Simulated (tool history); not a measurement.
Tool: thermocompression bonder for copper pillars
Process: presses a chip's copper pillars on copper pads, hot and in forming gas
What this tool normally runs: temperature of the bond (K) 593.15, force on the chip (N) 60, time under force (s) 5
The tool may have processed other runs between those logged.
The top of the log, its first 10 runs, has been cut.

run   hour  temperature of the bond (K)  force on the chip (N)  time under force (s)  force that shears a chip off (N)
 11   92.1                       579.15                     60                     5                              55.5
 12  102.3                       579.15                     60                     5                              54.5
 13  113.1                       579.15                     60                     5                              55.7
 14  123.3                       579.15                     60                     5                              54.9
 15  130.6                       593.15                     60                     5                              60.1
 16    143                       593.15                     60                     5                              60.1
 17  154.8                       593.15                     60                     5                              59.6
 18  167.3                       593.15                     60                     5                              58.8
 19  173.9                       593.15                     60                     5                              59.1
 20    185                       593.15                     60                     5                              60.3
 21  193.1                       590.15                     60                     6                              58.9
 22  202.1                       590.15                     60                     6                              62.6
 23  210.6                       581.15                     63                     5                              57.5

The next listed run, before its measurement:
 24  216.3                       581.15                     67                     5                                 ?

{"run 24": {"force that shears a chip off (N)": 59.3}}
Take away the tool's hidden state, keep the run-to-run variation as it was, and the same run would have given force that shears a chip off (N) 60.7.
